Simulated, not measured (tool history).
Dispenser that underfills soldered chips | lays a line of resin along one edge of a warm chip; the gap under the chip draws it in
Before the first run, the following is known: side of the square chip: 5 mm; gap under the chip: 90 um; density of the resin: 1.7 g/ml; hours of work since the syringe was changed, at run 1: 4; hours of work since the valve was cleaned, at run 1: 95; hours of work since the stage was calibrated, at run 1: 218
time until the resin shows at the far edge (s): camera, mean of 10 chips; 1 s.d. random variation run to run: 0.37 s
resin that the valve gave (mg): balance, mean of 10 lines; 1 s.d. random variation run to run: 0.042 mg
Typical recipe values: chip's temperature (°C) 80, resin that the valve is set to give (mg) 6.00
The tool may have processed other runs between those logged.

run   hour  chip's temperature (°C)  resin that the valve is set to give (mg)  hours of work since the syringe was changed  hours of work since the valve was cleaned  hours of work since the stage was calibrated  time until the resin shows at the far edge (s)  resin that the valve gave (mg)
  1    0.0                       80                                      6.00                                            4                                         95                                           218                                            31.3                            5.81
       7.8  -- new syringe of resin
  2    8.1                       95                                      6.00                                            0                                         99                                           222                                            11.3                            5.76
  3   16.4                       95                                      6.00                                            5                                        105                                           228                                            17.1                            5.77
      22.9  -- new syringe of resin
  4   26.8                       95                                      6.00                                            2                                        111                                           234                                            13.7                            5.84
      38.0  -- new syringe of resin
  5   38.3                       95                                      6.00                                            0                                        118                                           241                                            11.9                            5.75
  6   48.7                       91                                      6.00                                            7                                        124                                           248                                            24.4                            5.75
      52.8  -- new syringe of resin
  7   54.4                       91                                      6.00                                            1                                        128                                           251                                            14.2                            5.72
  8   62.5                       91                                      6.00                                            6                                        133                                           256                                            22.3                            5.64
      67.8  -- new syringe of resin
  9   71.1                       80                                      6.00                                            2                                        138                                           261                                            24.7                            5.80
 10   77.1                       80                                      6.00                                            6                                        142                                           265                                            35.7                            5.71
      82.3  -- dispensing valve cleaned and set on the balance
      83.6  -- new syringe of resin
 11   86.0                       80                                      6.00                                            2                                          2                                           270                                            24.4                            6.02
 12   95.3                       80                                      6.90                                            7                                          8                                           276                                            39.8                            6.85
      98.0  -- new syringe of resin
 13  104.3                       80                                      6.90                                            4                                         13                                           281                                            29.3                            6.85
 14  111.7                       80                                      6.90                                            9                                         18                                           286                                            42.7                            6.85
     112.6  -- new syringe of resin
 15  117.6                       84                                      6.45                                            3                                         22                                           289                                            23.3                            6.41
     127.8  -- new syringe of resin
 16  129.9                       68                                      6.71                                            1                                         29                                           297                                            43.1                            6.71
 17  139.5                       77                                      6.71                                            7                                         35                                           303                                            46.7                            6.63
     142.4  -- new syringe of resin
 18  148.7                       77                                      5.98                                            4                                         41                                           308                                            34.1                            5.99
     157.2  -- new syringe of resin
 19  161.7                       77                                      5.98                                            3                                         49                                           316                                            32.1                            5.85
 20  170.9                       79                                      6.43                                            9                                         54                                           322                                            47.4                            6.29
     171.8  -- new syringe of resin
 21  182.5                       73                                      5.13                                            7                                         61                                           329                                            57.4                            5.01
     186.7  -- new syringe of resin
 22  190.2                       92                                      7.29                                            2                                         66                                           334                                            14.8                            7.17
 23  197.1                       92                                      7.29                                            7                                         70                                           338                                            22.9                            7.04
     201.4  -- new syringe of resin
 24  208.0                       92                                      7.29                                            4                                         77                                           345                                            17.7                            7.10
     215.8  -- new syringe of resin
 25  220.0                       85                                      6.79                                            3                                         84                                           352                                            21.6                            6.59
 26  229.6                       80                                      5.37                                            9                                         90                                           358                                            46.5                            5.21
     230.6  -- new syringe of resin
 27  239.9                       80                                      5.37                                            6                                         97                                           364                                            37.5                            5.18
     245.1  -- new syringe of resin
 28  248.9                       87                                      7.57                                            2                                        102                                           370                                            19.4                            7.28

For each entry between runs, how does the tool's hidden state at the last listed run before it compare with that at the first listed run after it?
Runs 1 to 2: new syringe of resin (hour 7.8)
  resin's viscosity, % of fresh resin's: 145.6 -> 101.4; dose that the valve gives, % of what is set: 96.43 -> 96.25; true chip temperature over the reading, C: -0.59 -> -0.61
  measured less the result without the state, time until the resin shows at the far edge (s): +10.6 -> +0.5; resin that the valve gave (mg): -0.21 -> -0.23
Runs 3 to 4: new syringe of resin (hour 22.9)
  resin's viscosity, % of fresh resin's: 157.5 -> 124; dose that the valve gives, % of what is set: 96.06 -> 95.82; true chip temperature over the reading, C: -0.63 -> -0.67
  measured less the result without the state, time until the resin shows at the far edge (s): +6.8 -> +3.1; resin that the valve gave (mg): -0.24 -> -0.25
Runs 4 to 5: new syringe of resin (hour 38.0)
  resin's viscosity, % of fresh resin's: 124 -> 103; dose that the valve gives, % of what is set: 95.82 -> 95.57; true chip temperature over the reading, C: -0.67 -> -0.7
  measured less the result without the state, time until the resin shows at the far edge (s): +3.1 -> +0.8; resin that the valve gave (mg): -0.25 -> -0.27
Runs 6 to 7: new syringe of resin (hour 52.8)
  resin's viscosity, % of fresh resin's: 178.1 -> 106.5; dose that the valve gives, % of what is set: 95.36 -> 95.22; true chip temperature over the reading, C: -0.73 -> -0.74
  measured less the result without the state, time until the resin shows at the far edge (s): +11.1 -> +1.4; resin that the valve gave (mg): -0.28 -> -0.29
Runs 8 to 9: new syringe of resin (hour 67.8)
  resin's viscosity, % of fresh resin's: 163.8 -> 116.4; dose that the valve gives, % of what is set: 95.03 -> 94.85; true chip temperature over the reading, C: -0.76 -> -0.79
  measured less the result without the state, time until the resin shows at the far edge (s): +9.2 -> +4.4; resin that the valve gave (mg): -0.30 -> -0.31
Runs 10 to 11: dispensing valve cleaned and set on the balance (hour 82.3); new syringe of resin (hour 83.6)
  resin's viscosity, % of fresh resin's: 159.7 -> 112.1; dose that the valve gives, % of what is set: 94.72 -> 99.95; true chip temperature over the reading, C: -0.8 -> -0.82
  measured less the result without the state, time until the resin shows at the far edge (s): +14.2 -> +3.4; resin that the valve gave (mg): -0.31 -> +0.00
Runs 12 to 13: new syringe of resin (hour 98.0)
  resin's viscosity, % of fresh resin's: 183.2 -> 136.8; dose that the valve gives, % of what is set: 99.74 -> 99.54; true chip temperature over the reading, C: -0.85 -> -0.87
  measured less the result without the state, time until the resin shows at the far edge (s): +18.8 -> +8.8; resin that the valve gave (mg): -0.02 -> -0.03
Runs 14 to 15: new syringe of resin (hour 112.6)
  resin's viscosity, % of fresh resin's: 201.6 -> 128.4; dose that the valve gives, % of what is set: 99.39 -> 99.25; true chip temperature over the reading, C: -0.89 -> -0.91
  measured less the result without the state, time until the resin shows at the far edge (s): +22.3 -> +5.9; resin that the valve gave (mg): -0.04 -> -0.05
Runs 15 to 16: new syringe of resin (hour 127.8)
  resin's viscosity, % of fresh resin's: 128.4 -> 110.6; dose that the valve gives, % of what is set: 99.25 -> 98.97; true chip temperature over the reading, C: -0.91 -> -0.94
  measured less the result without the state, time until the resin shows at the far edge (s): +5.9 -> +5.9; resin that the valve gave (mg): -0.05 -> -0.07
Runs 17 to 18: new syringe of resin (hour 142.4)
  resin's viscosity, % of fresh resin's: 183.4 -> 135.1; dose that the valve gives, % of what is set: 98.76 -> 98.56; true chip temperature over the reading, C: -0.97 -> -0.99
  measured less the result without the state, time until the resin shows at the far edge (s): +22.3 -> +10.1; resin that the valve gave (mg): -0.08 -> -0.09
Runs 18 to 19: new syringe of resin (hour 157.2)
  resin's viscosity, % of fresh resin's: 135.1 -> 126.7; dose that the valve gives, % of what is set: 98.56 -> 98.28; true chip temperature over the reading, C: -0.99 -> -1.03
  measured less the result without the state, time until the resin shows at the far edge (s): +10.1 -> +7.9; resin that the valve gave (mg): -0.09 -> -0.10
Runs 20 to 21: new syringe of resin (hour 171.8)
  resin's viscosity, % of fresh resin's: 205.6 -> 176.7; dose that the valve gives, % of what is set: 98.05 -> 97.78; true chip temperature over the reading, C: -1.06 -> -1.08
  measured less the result without the state, time until the resin shows at the far edge (s): +25.3 -> +26.6; resin that the valve gave (mg): -0.13 -> -0.11
Runs 21 to 22: new syringe of resin (hour 186.7)
  resin's viscosity, % of fresh resin's: 176.7 -> 120.9; dose that the valve gives, % of what is set: 97.78 -> 97.58; true chip temperature over the reading, C: -1.08 -> -1.1
  measured less the result without the state, time until the resin shows at the far edge (s): +26.6 -> +3.3; resin that the valve gave (mg): -0.11 -> -0.18
Runs 23 to 24: new syringe of resin (hour 201.4)
  resin's viscosity, % of fresh resin's: 174.1 -> 140.6; dose that the valve gives, % of what is set: 97.42 -> 97.18; true chip temperature over the reading, C: -1.12 -> -1.15
  measured less the result without the state, time until the resin shows at the far edge (s): +10.0 -> +5.8; resin that the valve gave (mg): -0.19 -> -0.21
Runs 24 to 25: new syringe of resin (hour 215.8)
  resin's viscosity, % of fresh resin's: 140.6 -> 122.5; dose that the valve gives, % of what is set: 97.18 -> 96.92; true chip temperature over the reading, C: -1.15 -> -1.19
  measured less the result without the state, time until the resin shows at the far edge (s): +5.8 -> +4.8; resin that the valve gave (mg): -0.21 -> -0.21
Runs 26 to 27: new syringe of resin (hour 230.6)
  resin's viscosity, % of fresh resin's: 202.7 -> 163.1; dose that the valve gives, % of what is set: 96.7 -> 96.45; true chip temperature over the reading, C: -1.22 -> -1.24
  measured less the result without the state, time until the resin shows at the far edge (s): +24.7 -> +15.9; resin that the valve gave (mg): -0.18 -> -0.19
Runs 27 to 28: new syringe of resin (hour 245.1)
  resin's viscosity, % of fresh resin's: 163.1 -> 124.2; dose that the valve gives, % of what is set: 96.45 -> 96.26; true chip temperature over the reading, C: -1.24 -> -1.27
  measured less the result without the state, time until the resin shows at the far edge (s): +15.9 -> +4.8; resin that the valve gave (mg): -0.19 -> -0.29
